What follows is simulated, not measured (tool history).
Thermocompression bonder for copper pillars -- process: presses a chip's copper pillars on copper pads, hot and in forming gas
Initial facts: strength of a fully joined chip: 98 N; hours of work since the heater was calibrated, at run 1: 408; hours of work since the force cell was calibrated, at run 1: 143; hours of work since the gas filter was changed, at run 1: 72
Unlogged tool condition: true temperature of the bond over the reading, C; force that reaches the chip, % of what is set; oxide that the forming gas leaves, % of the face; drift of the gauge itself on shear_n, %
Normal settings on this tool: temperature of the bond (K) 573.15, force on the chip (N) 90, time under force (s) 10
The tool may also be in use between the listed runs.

run,hour,temperature of the bond (K),force on the chip (N),time under force (s),hours of work since the heater was calibrated,hours of work since the force cell was calibrated,hours of work since the gas filter was changed,force that shears a chip off (N)
1,0,573.15,90,10,408,143,72,69.4
2,15.4,573.15,90,10,418,153,83,69.8
3,26.9,573.15,90,10,426,161,91,69.8
4,44.6,573.15,90,10,438,173,103,69.6
# hour 49.4: forming gas filter changed
5,66.7,573.15,90,10,453,188,12,69
6,84.4,573.15,90,10,465,200,24,68.6
7,100.9,573.15,90,10,476,211,35,69.7
8,118.9,573.15,90,10,489,224,48,69.6
9,135.7,573.15,90,10,500,235,59,69.2
10,149.3,573.15,90,10,509,244,68,70
11,162.1,573.15,90,10,518,253,77,69.2
12,190.3,573.15,90,10,537,272,96,69.2
# hour 204.5: forming gas filter changed
13,215.7,573.15,90,10,554,289,8,69.5
14,228,573.15,90,10,563,298,16,68.4
15,253.9,573.15,90,10,580,315,34,70.7
16,268.7,573.15,90,17,590,326,44,78.7
17,283.6,573.15,90,17,601,336,54,77.2
18,297.9,573.15,90,17,610,345,64,78.3
19,325.4,573.15,90,17,629,364,83,79
20,343.8,573.15,88,10,642,377,95,68.9
# hour 361.5: forming gas filter changed
21,371.4,573.15,73,10,660,395,7,64.4
22,391.2,573.15,110,10,674,409,20,73.6
23,411.4,573.15,110,10,688,423,34,75.4
24,425.1,573.15,110,10,697,432,43,73.9
25,438.9,560.15,62,6,706,441,53,46
26,459.1,560.15,62,6,720,455,67,45.1
27,482,561.15,113,6,736,471,82,59.1
28,510.2,561.15,113,6,755,490,102,60
# hour 517.8: forming gas filter changed
29,534.4,553.15,90,10,771,506,11,59.7
30,550.2,566.15,87,9,782,517,22,63
31,574.6,566.15,87,9,799,534,39,63.3
32,602,566.15,87,9,818,553,58,63.3
33,621,564.15,55,7,831,566,71,46.9
34,634.2,601.15,130,13,840,575,80,91.4
35,658.6,576.15,90,5,856,591,96,59.1
# hour 672.6: forming gas filter changed
36,684.5,573.15,96,5,874,609,8,60.2
37,706.5,573.15,96,5,889,624,23,59.5
38,729.8,572.15,84,5,905,640,39,55.9
39,755.9,546.15,68,10,922,657,57,49.2

What if the next run were any one of these 5? Each begins from the tool's condition after run 39:
A,781.6,574.15,56,30,940,675,74,?
B,781.6,573.15,115,10,940,675,74,?
C,781.6,559.15,68,17,940,675,74,?
D,781.6,570.15,90,8,940,675,74,?
E,781.6,546.15,68,13,940,675,74,?

run,force that shears a chip off (N)
A,78.5
B,75.2
C,65.8
D,63.4
E,53.1
Without the tool's unlogged condition, the same runs would have read:
run,force that shears a chip off (N)
A,78.4
B,75.1
C,65.6
D,63.2
E,52.9

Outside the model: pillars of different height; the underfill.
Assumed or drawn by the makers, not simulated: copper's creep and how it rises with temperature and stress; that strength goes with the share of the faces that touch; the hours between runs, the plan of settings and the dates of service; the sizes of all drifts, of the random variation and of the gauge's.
